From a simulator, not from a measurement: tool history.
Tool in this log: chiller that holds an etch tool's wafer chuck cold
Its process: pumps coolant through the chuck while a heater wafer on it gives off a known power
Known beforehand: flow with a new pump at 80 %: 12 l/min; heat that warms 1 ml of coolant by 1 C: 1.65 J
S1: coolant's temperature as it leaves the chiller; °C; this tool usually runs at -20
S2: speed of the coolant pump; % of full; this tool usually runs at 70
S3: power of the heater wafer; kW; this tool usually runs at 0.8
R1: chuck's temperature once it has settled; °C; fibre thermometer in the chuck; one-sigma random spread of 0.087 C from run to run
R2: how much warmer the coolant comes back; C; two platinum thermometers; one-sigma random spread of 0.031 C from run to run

{"run": 1, "day": 0.0, "S1": -20, "S2": 70, "S3": 0.8, "R1": -14.39, "R2": 2.71}
{"run": 2, "day": 1.825, "S1": -20, "S2": 70, "S3": 0.8, "R1": -14.35, "R2": 2.76}
{"run": 3, "day": 3.867, "S1": -20, "S2": 70, "S3": 0.8, "R1": -14.23, "R2": 2.75}
{"run": 4, "day": 5.592, "S1": -20, "S2": 70, "S3": 0.903, "R1": -13.52, "R2": 3.02}
{"run": 5, "day": 8.379, "S1": -20, "S2": 81, "S3": 0.8, "R1": -14.93, "R2": 2.43}
{"run": 6, "day": 11.35, "S1": -20, "S2": 70, "S3": 0.651, "R1": -15.34, "R2": 2.18}
{"run": 7, "day": 13.729, "S1": -20, "S2": 70, "S3": 0.651, "R1": -15.43, "R2": 2.26}
{"run": 8, "day": 17.179, "S1": -20, "S2": 70, "S3": 0.651, "R1": -15.43, "R2": 2.18}
{"day": 17.696, "done": "coolant pump overhauled"}
{"run": 9, "day": 20.629, "S1": -20, "S2": 70, "S3": 1.161, "R1": -11.72, "R2": 4.03}
{"run": 10, "day": 23.146, "S1": -16, "S2": 70, "S3": 0.8, "R1": -10.5, "R2": 2.78}
{"day": 25.45, "done": "coolant pump overhauled, once more"}
{"run": 11, "day": 27.208, "S1": -16, "S2": 70, "S3": 0.8, "R1": -10.21, "R2": 2.76}
{"run": 12, "day": 30.238, "S1": -16, "S2": 70, "S3": 0.8, "R1": -10.48, "R2": 2.74}
{"run": 13, "day": 32.258, "S1": -16, "S2": 70, "S3": 0.8, "R1": -10.29, "R2": 2.81}
{"run": 14, "day": 34.146, "S1": -11, "S2": 70, "S3": 0.8, "R1": -5.29, "R2": 2.74}
{"run": 15, "day": 37.75, "S1": -11, "S2": 70, "S3": 0.8, "R1": -5.29, "R2": 2.76}
{"run": 16, "day": 40.646, "S1": -11, "S2": 70, "S3": 0.8, "R1": -5.2, "R2": 2.8}
{"run": 17, "day": 44.021, "S1": -20, "S2": 70, "S3": 0.8, "R1": -14.46, "R2": 2.77}
{"run": 18, "day": 45.996, "S1": -20, "S2": 70, "S3": 0.8, "R1": -14.37, "R2": 2.77}
{"run": 19, "day": 48.942, "S1": -20, "S2": 70, "S3": 0.8, "R1": -14.35, "R2": 2.78}
{"run": 20, "day": 51.788, "S1": -20, "S2": 70, "S3": 0.8, "R1": -14.22, "R2": 2.72}
{"run": 21, "day": 55.267, "S1": -20, "S2": 70, "S3": 0.68, "R1": -15.26, "R2": 2.37}
{"run": 22, "day": 58.892, "S1": -16, "S2": 93, "S3": 0.46, "R1": -13.39, "R2": 1.24}
{"run": 23, "day": 61.254, "S1": -20, "S2": 98, "S3": 0.8, "R1": -15.68, "R2": 2.02}
{"run": 24, "day": 64.762, "S1": -17, "S2": 89, "S3": 0.764, "R1": -12.65, "R2": 2.15}
{"run": 25, "day": 66.775, "S1": -15, "S2": 80, "S3": 0.8, "R1": -9.87, "R2": 2.45}
{"run": 26, "day": 70.058, "S1": -15, "S2": 80, "S3": 0.8, "R1": -9.99, "R2": 2.47}
{"run": 27, "day": 72.871, "S1": -11, "S2": 64, "S3": 1.191, "R1": -1.74, "R2": 4.53}
{"run": 28, "day": 75.383, "S1": -20, "S2": 78, "S3": 0.8, "R1": -14.7, "R2": 2.54}

Estimate the outcome of run 29 from the log above:
{"run": 29, "day": 77.012, "S1": -20, "S2": 78, "S3": 0.8, "R1": "?", "R2": "?"}

{"run 29": {"R1": -14.63, "R2": 2.51}}
Take away the tool's hidden state, keep the run-to-run variation as it was, and the same run would have given R1 -14.77 °C, R2 2.48 C.

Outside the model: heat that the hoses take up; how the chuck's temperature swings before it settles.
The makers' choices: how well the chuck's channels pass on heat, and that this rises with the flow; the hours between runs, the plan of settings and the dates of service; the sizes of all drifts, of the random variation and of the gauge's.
